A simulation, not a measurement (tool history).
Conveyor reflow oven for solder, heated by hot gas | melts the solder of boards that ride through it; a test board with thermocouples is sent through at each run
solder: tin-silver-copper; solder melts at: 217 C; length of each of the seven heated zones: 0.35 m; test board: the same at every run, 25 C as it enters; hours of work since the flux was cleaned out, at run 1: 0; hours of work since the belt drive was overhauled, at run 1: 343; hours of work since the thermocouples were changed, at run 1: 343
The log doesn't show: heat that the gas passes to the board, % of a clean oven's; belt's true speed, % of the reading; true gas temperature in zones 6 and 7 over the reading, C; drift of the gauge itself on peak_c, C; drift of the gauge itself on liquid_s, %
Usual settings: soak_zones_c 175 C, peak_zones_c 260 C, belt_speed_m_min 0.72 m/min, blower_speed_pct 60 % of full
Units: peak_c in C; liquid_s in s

run	hour	soak_zones_c	peak_zones_c	belt_speed_m_min	blower_speed_pct	hours of work since the flux was cleaned out	hours of work since the belt drive was overhauled	hours of work since the thermocouples were changed	peak_c	liquid_s
1	0	175	260	0.72	60	0	343	343	235.1	28
2	49.2	175	260	0.72	51	26	369	369	230	21.5
3	103.2	175	260	0.72	51	55	398	398	229.8	21.4
4	144	169	260	0.72	60	77	420	420	232.1	24.6
5	178.1	169	260	0.72	60	95	438	438	231.9	23.6
6	203	169	260	0.72	60	108	451	451	231.8	23.5
7	249.2	169	260	0.72	60	133	476	476	231.8	23.3
8	280.9	169	260	0.72	60	150	493	493	231.9	23.2
9	329.1	169	260	0.72	60	175	518	518	231.8	22.4
10	371.5	175	260	0.72	60	198	541	541	232.9	25.6
11	422	175	260	0.746	60	225	568	568	231.4	23
12	455.2	175	256	0.746	60	242	585	585	228.2	18.8
13	483.9	175	256	0.746	60	258	601	601	228.1	19
14	536.7	175	256	0.746	60	286	629	629	228.1	17.8
# hour 545.7: belt drive overhauled, speed set with a stopwatch
# hour 564.9: flux residue cleaned out of gas plates and filters
15	580.4	175	256	0.746	60	8	16	647	232.1	24.2
16	605.1	161	272	0.839	54	21	29	660	229.4	15.2
17	628.6	188	260	0.72	60	34	42	673	239.6	37.1
18	682	188	260	0.72	60	62	70	701	239.4	36.9
19	733.5	175	260	0.626	60	90	97	729	240.9	40.7
20	769.1	175	270	0.693	55	109	116	748	241.6	36.3
# hour 827.7: belt drive overhauled, speed set with a stopwatch, once more
21	827.9	182	256	0.728	60	138	0	777	232.7	27.2
22	865.1	184	259	0.762	89	158	20	797	242.5	36.9
23	908.5	162	259	0.628	89	181	43	820	244.2	40.3
24	949.3	162	259	0.643	89	202	65	842	243	38.5
25	981.9	175	260	0.796	60	220	82	859	228.7	17.4
26	1020.9	164	249	0.641	60	241	103	880	226.4	18.8
# hour 1033.5: thermocouples of zones 6 and 7 changed
27	1063.2	169	255	0.734	54	262	124	16	221.8	8.3
28	1108.8	169	255	0.734	54	286	149	40	221.3	8.5
# hour 1132: flux residue cleaned out of gas plates and filters
29	1144.5	176	259	0.762	54	7	165	56	228.3	18.8

Forecast each of these 4 alternatives for the next run:
A	1198.5	176	258	0.854	54	35	194	85	?	?
B	1198.5	176	252	0.652	72	35	194	85	?	?
C	1198.5	176	249	0.745	87	35	194	85	?	?
D	1198.5	188	260	0.72	51	35	194	85	?	?

run	peak_c	liquid_s
A	222.3	8
B	235.8	35.7
C	233	28.4
D	233.4	28.6
Without the tool's hidden state the same runs would have given:
run	peak_c	liquid_s
A	222.3	8.1
B	235.8	35.6
C	233	28.4
D	233.4	28.5
